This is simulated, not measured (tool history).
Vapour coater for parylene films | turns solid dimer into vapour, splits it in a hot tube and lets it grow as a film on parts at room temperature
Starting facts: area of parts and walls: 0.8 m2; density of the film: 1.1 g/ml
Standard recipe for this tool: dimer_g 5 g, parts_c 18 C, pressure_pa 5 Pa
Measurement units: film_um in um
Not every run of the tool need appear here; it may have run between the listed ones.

| run | day | dimer_g | parts_c | pressure_pa | film_um |
|---|---|---|---|---|---|
| 1 | 0 | 5 | 18 | 5 | 3.235 |
| 2 | 0.858 | 5 | 10 | 5 | 4.259 |
| 3 | 1.296 | 5 | 10 | 5 | 4.266 |
| 4 | 2.038 | 3 | 18 | 5 | 1.954 |
| 5 | 2.475 | 2 | 18 | 5 | 1.3 |
| 6 | 3.279 | 2 | 18 | 5 | 1.287 |
| 7 | 4.133 | 2 | 18 | 5 | 1.293 |
|  | 4.367 | trap's valve overhauled |
| 8 | 5.208 | 6 | 21 | 7.51 | 3.136 |
| 9 | 5.617 | 6 | 21 | 7.51 | 3.141 |
|  | 6.683 | trap's valve overhauled, once more |
| 10 | 6.683 | 3 | 12 | 2.59 | 2.881 |

Hidden state or all else? Some run-to-run changes of film_um, split into what the settings, what came in and random variation would give without the hidden state, and what is left for the hidden state (with any gauge scatter that isn't in both results):
Hidden conditions of the tool in this case: vapour lost through the trap's worn valve, %; true temperature of the parts over the reading, C; drift of the gauge itself on film_um, %.
Run 3 -> 4: dimer_g 5 -> 3, parts_c 10 -> 18. film_um -2.312 um: hidden state +0.054, all else -2.366.
Run 9 -> 10: dimer_g 6 -> 3, parts_c 21 -> 12, pressure_pa 7.51 -> 2.59, trap's valve overhauled, once more. film_um -0.26 um: hidden state +0.126, all else -0.386.
